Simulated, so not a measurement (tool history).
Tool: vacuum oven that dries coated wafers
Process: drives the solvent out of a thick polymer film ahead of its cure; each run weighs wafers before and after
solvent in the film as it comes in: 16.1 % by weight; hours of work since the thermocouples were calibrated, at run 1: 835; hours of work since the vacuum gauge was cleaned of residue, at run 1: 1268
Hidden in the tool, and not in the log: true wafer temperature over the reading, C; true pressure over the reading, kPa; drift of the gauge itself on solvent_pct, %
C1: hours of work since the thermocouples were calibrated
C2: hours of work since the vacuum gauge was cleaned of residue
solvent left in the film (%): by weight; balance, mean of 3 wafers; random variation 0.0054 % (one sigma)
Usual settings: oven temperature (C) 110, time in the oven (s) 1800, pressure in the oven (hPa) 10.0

Run 1, hour 0.0: usual settings; C1 835; C2 1268. Result: solvent left in the film (%) 0.968.
At hour 62.4: oven's thermocouples calibrated.
Run 2, hour 75.7: usual settings; C1 9; C2 1319. Result: solvent left in the film (%) 0.957.
Run 3, hour 136.6: usual settings; C1 52; C2 1361. Result: solvent left in the film (%) 0.949.
Run 4, hour 200.1: usual settings but oven temperature (C) 123; C1 96; C2 1405. Result: solvent left in the film (%) 0.261.
Run 5, hour 251.9: usual settings but oven temperature (C) 123; C1 132; C2 1442. Result: solvent left in the film (%) 0.251.
Run 6, hour 305.7: usual settings but oven temperature (C) 123; C1 169; C2 1479. Result: solvent left in the film (%) 0.244.
Run 7, hour 366.2: usual settings but oven temperature (C) 123; C1 211; C2 1521. Result: solvent left in the film (%) 0.245.
At hour 379.0: oven's thermocouples calibrated, once more.
Run 8, hour 417.6: usual settings but oven temperature (C) 123; C1 27; C2 1555. Result: solvent left in the film (%) 0.253.
Run 9, hour 479.4: usual settings but oven temperature (C) 123; C1 70; C2 1598. Result: solvent left in the film (%) 0.259.
Run 10, hour 526.9: usual settings but oven temperature (C) 123; C1 103; C2 1631. Result: solvent left in the film (%) 0.251.
Run 11, hour 587.1: usual settings but oven temperature (C) 116; C1 145; C2 1673. Result: solvent left in the film (%) 0.510.
Run 12, hour 660.7: usual settings but time in the oven (s) 1560; C1 196; C2 1724. Result: solvent left in the film (%) 1.280.
Run 13, hour 707.5: usual settings but oven temperature (C) 105, time in the oven (s) 2340, pressure in the oven (hPa) 35.2; C1 228; C2 1757. Result: solvent left in the film (%) 1.530.
Run 14, hour 772.7: usual settings but oven temperature (C) 105, time in the oven (s) 2340, pressure in the oven (hPa) 35.2; C1 274; C2 1802. Result: solvent left in the film (%) 1.517.
Run 15, hour 824.1: usual settings but oven temperature (C) 105, time in the oven (s) 2340, pressure in the oven (hPa) 35.2; C1 310; C2 1838. Result: solvent left in the film (%) 1.522.
Run 16, hour 868.6: usual settings but oven temperature (C) 105, time in the oven (s) 2340, pressure in the oven (hPa) 35.2; C1 341; C2 1869. Result: solvent left in the film (%) 1.522.
Run 17, hour 924.1: usual settings but oven temperature (C) 111, time in the oven (s) 1080, pressure in the oven (hPa) 35.2; C1 379; C2 1908. Result: solvent left in the film (%) 2.725.
Run 18, hour 968.5: usual settings but time in the oven (s) 1740, pressure in the oven (hPa) 18.7; C1 410; C2 1939. Result: solvent left in the film (%) 1.192.
Run 19, hour 1032.1: usual settings but time in the oven (s) 1740, pressure in the oven (hPa) 18.7; C1 454; C2 1983. Result: solvent left in the film (%) 1.185.
Run 20, hour 1082.9: usual settings but time in the oven (s) 1740, pressure in the oven (hPa) 18.7; C1 490; C2 2018. Result: solvent left in the film (%) 1.181.
Run 21, hour 1143.9: usual settings but time in the oven (s) 1740, pressure in the oven (hPa) 18.7; C1 532; C2 2061. Result: solvent left in the film (%) 1.185.
Run 22, hour 1180.1: usual settings but time in the oven (s) 1740, pressure in the oven (hPa) 18.7; C1 557; C2 2086. Result: solvent left in the film (%) 1.186.
Run 23, hour 1250.1: usual settings but oven temperature (C) 105, time in the oven (s) 2880, pressure in the oven (hPa) 10.2; C1 606; C2 2134. Result: solvent left in the film (%) 0.612.

Forecast each of these 3 alternatives for the next run:
Run A, hour 1321.7: usual settings but oven temperature (C) 116, time in the oven (s) 2880, pressure in the oven (hPa) 14.1; C1 656; C2 2184. Result: solvent left in the film (%) ?.
Run B, hour 1321.7: usual settings but oven temperature (C) 102, time in the oven (s) 2880, pressure in the oven (hPa) 27.5; C1 656; C2 2184. Result: solvent left in the film (%) ?.
Run C, hour 1321.7: usual settings but oven temperature (C) 105, time in the oven (s) 2400, pressure in the oven (hPa) 10.2; C1 656; C2 2184. Result: solvent left in the film (%) ?.

run  solvent left in the film (%)
  A                         0.340
  B                         1.291
  C                         0.871
Without the tool's hidden state the same runs would have given:
run  solvent left in the film (%)
  A                         0.291
  B                         1.266
  C                         0.849
